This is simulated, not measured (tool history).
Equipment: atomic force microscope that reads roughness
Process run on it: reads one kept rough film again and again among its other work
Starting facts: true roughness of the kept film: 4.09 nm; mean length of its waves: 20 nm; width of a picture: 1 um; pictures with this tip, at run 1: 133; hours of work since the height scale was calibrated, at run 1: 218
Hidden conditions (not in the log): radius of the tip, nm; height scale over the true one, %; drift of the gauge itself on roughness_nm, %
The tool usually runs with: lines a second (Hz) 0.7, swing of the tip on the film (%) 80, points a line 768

run	day	lines a second (Hz)	swing of the tip on the film (%)	points a line	pictures with this tip	hours of work since the height scale was calibrated	roughness of the kept film (nm (root mean square))
1	0	0.7	80	768	133	218	1.778
2	0.354	0.7	88	768	146	223	1.647
3	0.825	0.7	88	768	162	230	1.591
# day 1.304: new tip fitted
4	1.438	0.7	88	768	4	238	2.741
5	1.929	0.7	88	768	22	245	2.55
6	2.375	0.7	88	768	37	251	2.407
7	2.892	0.7	72	768	56	259	2.373
8	3.367	0.7	80	768	73	266	2.197
9	3.771	0.7	80	768	87	271	2.102
10	4.088	0.7	80	768	98	276	2.033
11	4.746	0.7	59	768	121	285	2.007
12	5.308	0.7	59	768	141	293	1.887
13	6.071	0.7	59	768	168	304	1.782
# day 6.412: new tip fitted
14	6.446	0.7	59	768	1	309	3.061
15	6.879	1.225	80	768	16	315	2.611
16	7.462	0.7	80	768	37	324	2.547
17	7.804	0.7	70	768	49	328	2.553
18	8.558	3.246	80	768	76	339	1.754
19	9.238	0.7	80	664	100	349	2.071
20	9.871	0.7	80	556	122	358	1.953
21	10.504	0.7	80	768	144	367	1.832
22	10.858	1.006	58	768	157	372	1.85
23	11.396	1.006	58	768	176	380	1.764
# day 11.5: new tip fitted
24	11.854	0.7	81	267	12	386	2.632
25	12.438	0.7	81	267	33	394	2.425
26	12.754	0.7	81	267	44	399	2.34
27	13.229	1.355	80	768	61	405	2.161

The next listed run, before its measurement:
28	13.95	1.355	85	768	87	416	?

{"run 28": {"roughness of the kept film (nm (root mean square))": 1.917}}
The same run, on a tool lacking any hidden state, would have yielded roughness of the kept film (nm (root mean square)) 2.634.
